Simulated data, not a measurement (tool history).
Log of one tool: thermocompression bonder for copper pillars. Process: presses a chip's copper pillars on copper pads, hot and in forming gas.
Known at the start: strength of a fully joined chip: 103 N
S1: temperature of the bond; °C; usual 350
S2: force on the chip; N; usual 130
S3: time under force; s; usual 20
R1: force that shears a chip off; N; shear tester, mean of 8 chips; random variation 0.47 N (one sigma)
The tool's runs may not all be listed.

| run | hour | S1 | S2 | S3 | R1 |
|---|---|---|---|---|---|
| 1 | 0.0 | 350 | 130 | 20 | 42.8 |
| 2 | 22.6 | 350 | 130 | 49 | 58.1 |
| 3 | 43.8 | 350 | 130 | 49 | 57.0 |
|  | 52.4 | forming gas filter changed |
| 4 | 69.9 | 350 | 130 | 49 | 59.5 |
| 5 | 102.9 | 350 | 130 | 20 | 42.9 |
| 6 | 118.5 | 350 | 130 | 20 | 42.6 |
| 7 | 145.9 | 350 | 130 | 14 | 36.8 |
| 8 | 175.3 | 350 | 130 | 14 | 37.1 |
| 9 | 194.2 | 350 | 130 | 14 | 36.2 |
| 10 | 223.9 | 350 | 130 | 29 | 47.0 |
| 11 | 252.3 | 350 | 130 | 29 | 48.0 |
| 12 | 281.6 | 361 | 130 | 29 | 51.5 |
| 13 | 309.8 | 361 | 130 | 29 | 51.2 |
| 14 | 344.9 | 361 | 130 | 29 | 50.8 |
| 15 | 373.6 | 361 | 130 | 29 | 49.1 |
|  | 390.2 | heater calibrated with a thermocouple chip |
| 16 | 396.3 | 346 | 130 | 20 | 44.2 |
| 17 | 429.3 | 350 | 130 | 31 | 52.3 |
| 18 | 451.7 | 350 | 130 | 33 | 53.0 |
|  | 458.8 | force cell calibrated |
| 19 | 485.8 | 350 | 130 | 33 | 58.3 |
| 20 | 504.0 | 350 | 130 | 33 | 57.4 |
| 21 | 532.0 | 350 | 130 | 33 | 56.8 |
| 22 | 567.0 | 350 | 130 | 22 | 49.1 |
| 23 | 593.5 | 350 | 130 | 22 | 49.6 |
|  | 610.5 | forming gas filter changed |
| 24 | 612.2 | 341 | 170 | 13 | 52.3 |
| 25 | 635.4 | 324 | 107 | 16 | 29.8 |
| 26 | 658.8 | 324 | 107 | 16 | 29.2 |
| 27 | 693.8 | 321 | 130 | 30 | 45.8 |
| 28 | 712.4 | 359 | 151 | 35 | 69.4 |
| 29 | 737.5 | 359 | 151 | 35 | 69.2 |
| 30 | 764.1 | 359 | 151 | 35 | 68.7 |
| 31 | 782.4 | 359 | 111 | 35 | 52.3 |
| 32 | 813.5 | 340 | 149 | 29 | 57.1 |
| 33 | 846.6 | 340 | 149 | 59 | 70.5 |
| 34 | 861.5 | 340 | 142 | 59 | 66.6 |
| 35 | 893.6 | 340 | 142 | 59 | 67.5 |
| 36 | 907.7 | 340 | 142 | 59 | 67.0 |
| 37 | 923.2 | 340 | 142 | 59 | 67.5 |
| 38 | 953.5 | 340 | 161 | 59 | 72.6 |
| 39 | 983.7 | 340 | 161 | 59 | 72.6 |

Some steps in R1 between neighbouring runs. How much of each would the tool show without its hidden state too (settings, what came in, random variation), and how much is left for the hidden state, with any gauge scatter that isn't in both results?
The hidden state here: true temperature of the bond over the reading, C; force that reaches the chip, % of what is set; oxide that the forming gas leaves, % of the face; drift of the gauge itself on shear_n, %.
Run 4 -> 5: S3 49 -> 20. R1 -16.6 N: hidden state +0.5, all else -17.1.
Run 9 -> 10: S3 14 -> 29. R1 +10.8 N: hidden state -1.5, all else +12.3.
Run 15 -> 16: S1 361 -> 346, S3 29 -> 20, heater calibrated with a thermocouple chip. R1 -4.9 N: hidden state +5.0, all else -9.9.
Run 18 -> 19: force cell calibrated. R1 +5.3 N: hidden state +5.0, all else +0.3.
Run 24 -> 25: S1 341 -> 324, S2 170 -> 107, S3 13 -> 16. R1 -22.5 N: hidden state +0.2, all else -22.7.
Run 27 -> 28: S1 321 -> 359, S2 130 -> 151, S3 30 -> 35. R1 +23.6 N: hidden state -0.4, all else +24.0.
